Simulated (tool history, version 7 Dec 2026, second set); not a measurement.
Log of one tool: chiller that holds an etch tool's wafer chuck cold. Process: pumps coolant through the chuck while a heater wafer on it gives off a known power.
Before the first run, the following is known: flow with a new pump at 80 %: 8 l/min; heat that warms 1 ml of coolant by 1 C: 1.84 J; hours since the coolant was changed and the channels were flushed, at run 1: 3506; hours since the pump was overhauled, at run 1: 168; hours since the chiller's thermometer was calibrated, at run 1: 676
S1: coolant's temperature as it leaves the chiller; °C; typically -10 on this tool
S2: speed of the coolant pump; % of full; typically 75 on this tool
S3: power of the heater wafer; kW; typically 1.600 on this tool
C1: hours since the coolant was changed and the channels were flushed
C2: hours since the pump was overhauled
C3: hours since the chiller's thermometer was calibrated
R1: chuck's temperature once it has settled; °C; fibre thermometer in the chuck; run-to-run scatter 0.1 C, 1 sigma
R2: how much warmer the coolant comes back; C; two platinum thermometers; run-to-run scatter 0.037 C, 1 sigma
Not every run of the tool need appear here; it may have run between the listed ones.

{"run": 1, "hour": 0.0, "S1": -10, "S2": 75, "S3": 1.6, "C1": 3506, "C2": 168, "C3": 676, "R1": 2.9, "R2": 6.95}
{"run": 2, "hour": 50.3, "S1": -10, "S2": 85, "S3": 1.6, "C1": 3557, "C2": 218, "C3": 726, "R1": 1.8, "R2": 6.22}
{"run": 3, "hour": 89.0, "S1": -10, "S2": 85, "S3": 1.6, "C1": 3595, "C2": 257, "C3": 765, "R1": 1.9, "R2": 6.2}
{"run": 4, "hour": 138.1, "S1": -10, "S2": 85, "S3": 1.6, "C1": 3644, "C2": 306, "C3": 814, "R1": 1.9, "R2": 6.24}
{"run": 5, "hour": 202.3, "S1": -10, "S2": 85, "S3": 1.6, "C1": 3709, "C2": 370, "C3": 878, "R1": 1.7, "R2": 6.14}
{"run": 6, "hour": 269.5, "S1": -10, "S2": 85, "S3": 1.6, "C1": 3776, "C2": 437, "C3": 946, "R1": 1.9, "R2": 6.24}
{"run": 7, "hour": 310.1, "S1": -10, "S2": 85, "S3": 1.6, "C1": 3816, "C2": 478, "C3": 986, "R1": 1.8, "R2": 6.21}
{"run": 8, "hour": 362.7, "S1": -10, "S2": 85, "S3": 1.6, "C1": 3869, "C2": 531, "C3": 1039, "R1": 1.7, "R2": 6.24}
{"run": 9, "hour": 408.4, "S1": -10, "S2": 85, "S3": 1.6, "C1": 3915, "C2": 576, "C3": 1084, "R1": 1.8, "R2": 6.26}
{"run": 10, "hour": 457.6, "S1": -10, "S2": 75, "S3": 1.6, "C1": 3964, "C2": 626, "C3": 1134, "R1": 2.8, "R2": 7.06}
{"run": 11, "hour": 503.8, "S1": -10, "S2": 75, "S3": 1.6, "C1": 4010, "C2": 672, "C3": 1180, "R1": 2.9, "R2": 7.04}
{"run": 12, "hour": 539.5, "S1": -11, "S2": 75, "S3": 1.6, "C1": 4046, "C2": 707, "C3": 1216, "R1": 2.1, "R2": 7.07}
{"run": 13, "hour": 593.1, "S1": -10, "S2": 93, "S3": 1.6, "C1": 4099, "C2": 761, "C3": 1269, "R1": 1.3, "R2": 5.78}
{"run": 14, "hour": 626.3, "S1": -10, "S2": 87, "S3": 1.6, "C1": 4133, "C2": 794, "C3": 1302, "R1": 1.6, "R2": 6.1}
{"run": 15, "hour": 658.2, "S1": -10, "S2": 87, "S3": 1.6, "C1": 4165, "C2": 826, "C3": 1334, "R1": 1.9, "R2": 6.13}
{"run": 16, "hour": 699.7, "S1": -9, "S2": 75, "S3": 1.6, "C1": 4206, "C2": 868, "C3": 1376, "R1": 4.1, "R2": 7.09}

Run 17 has not been measured yet. What should we expect?
{"run": 17, "hour": 730.8, "S1": -9, "S2": 75, "S3": 1.6, "C1": 4237, "C2": 899, "C3": 1407, "R1": "?", "R2": "?"}

{"run 17": {"R1": 4.0, "R2": 7.03}}
On a tool with no hidden condition, and with the same random variation, this run would have come out at R1 3.5 °C, R2 6.91 C.
